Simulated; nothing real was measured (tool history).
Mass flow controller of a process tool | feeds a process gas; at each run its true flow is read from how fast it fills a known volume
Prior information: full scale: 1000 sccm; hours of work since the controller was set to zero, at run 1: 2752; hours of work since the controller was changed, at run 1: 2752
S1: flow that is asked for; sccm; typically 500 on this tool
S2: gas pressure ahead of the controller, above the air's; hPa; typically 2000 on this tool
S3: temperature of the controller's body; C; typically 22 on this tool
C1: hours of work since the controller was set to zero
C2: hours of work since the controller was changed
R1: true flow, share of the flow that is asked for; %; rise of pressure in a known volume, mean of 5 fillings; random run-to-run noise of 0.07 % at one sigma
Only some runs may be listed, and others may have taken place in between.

run	hour	S1	S2	S3	C1	C2	R1
1	0.0	500	2000	22	2752	2752	99.02
2	75.8	500	2000	22	2788	2788	99.13
3	193.5	500	2000	22	2843	2843	99.06
4	357.0	500	2560	22	2920	2920	98.66
5	544.3	500	2560	22	3009	3009	98.69
6	717.5	500	2560	22	3090	3090	98.68
7	796.4	812	2000	22	3128	3128	99.93
8	911.0	812	2000	22	3182	3182	99.82
9	1008.1	500	2000	22	3228	3228	98.98
10	1130.7	500	2000	22	3285	3285	99.00
11	1293.1	500	2000	22	3362	3362	98.95
12	1391.8	500	2000	22	3408	3408	99.03
13	1477.0	500	2000	22	3449	3449	99.12
14	1561.8	500	2000	22	3489	3489	98.99
15	1695.3	771	2000	28	3552	3552	99.09
16	1824.7	500	2000	21	3613	3613	99.11
17	1961.6	294	2000	23	3677	3677	98.43
18	2058.3	294	2000	23	3723	3723	98.37
19	2173.3	294	2000	23	3777	3777	98.37
20	2255.7	294	2000	23	3816	3816	98.41
21	2394.5	362	2160	22	3881	3881	98.50

Forecast run 22:
22	2513.4	500	2000	34	3937	3937	?

{"run 22": {"R1": 97.64}}
Were there no unlogged condition in the tool, this run, its random variation unchanged, would have produced R1 97.62 %.
